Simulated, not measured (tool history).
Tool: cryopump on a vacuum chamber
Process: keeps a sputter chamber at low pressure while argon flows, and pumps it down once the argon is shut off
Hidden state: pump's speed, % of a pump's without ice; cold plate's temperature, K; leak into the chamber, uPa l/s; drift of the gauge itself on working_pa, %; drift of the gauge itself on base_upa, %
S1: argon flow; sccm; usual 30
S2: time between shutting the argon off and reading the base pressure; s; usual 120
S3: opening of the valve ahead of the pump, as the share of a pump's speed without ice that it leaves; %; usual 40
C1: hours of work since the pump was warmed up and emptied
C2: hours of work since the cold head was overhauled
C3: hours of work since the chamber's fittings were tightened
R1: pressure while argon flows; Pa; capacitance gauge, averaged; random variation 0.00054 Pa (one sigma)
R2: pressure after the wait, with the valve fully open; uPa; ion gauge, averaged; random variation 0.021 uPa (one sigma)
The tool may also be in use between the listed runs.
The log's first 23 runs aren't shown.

run,hour,S1,S2,S3,C1,C2,C3,R1,R2
24,2208.2,12,120,49,159,2308,1530,0.0172,1.01
25,2312.9,14,120,20,221,2369,1591,0.0506,1.03
26,2367.4,21,289,22,253,2401,1623,0.0668,0.92
27,2448.6,21,289,22,300,2449,1671,0.0678,0.96
28,2520.3,30,74,40,342,2491,1713,0.0559,1.25
29,2643.6,30,74,40,415,2563,1785,0.0554,1.23
30,2697.9,30,74,40,446,2595,1817,0.0558,1.31
31,2804.8,33,120,27,509,2658,1880,0.0896,1.26
32,2905.6,29,118,40,568,2717,1939,0.0541,1.25

Forecast each of these 5 alternatives for the next run:
A,3004.9,18,120,40,626,2775,1997,?,?
B,3004.9,48,73,43,626,2775,1997,?,?
C,3004.9,30,38,53,626,2775,1997,?,?
D,3004.9,29,26,21,626,2775,1997,?,?
E,3004.9,29,44,40,626,2775,1997,?,?

run,R1,R2
A,0.0348,1.35
B,0.0867,1.49
C,0.0445,1.7
D,0.1019,1.99
E,0.0551,1.65
Without the tool's hidden state the same runs would have given:
run,R1,R2
A,0.0315,0.33
B,0.0779,0.46
C,0.0389,0.68
D,0.0966,0.97
E,0.0498,0.63

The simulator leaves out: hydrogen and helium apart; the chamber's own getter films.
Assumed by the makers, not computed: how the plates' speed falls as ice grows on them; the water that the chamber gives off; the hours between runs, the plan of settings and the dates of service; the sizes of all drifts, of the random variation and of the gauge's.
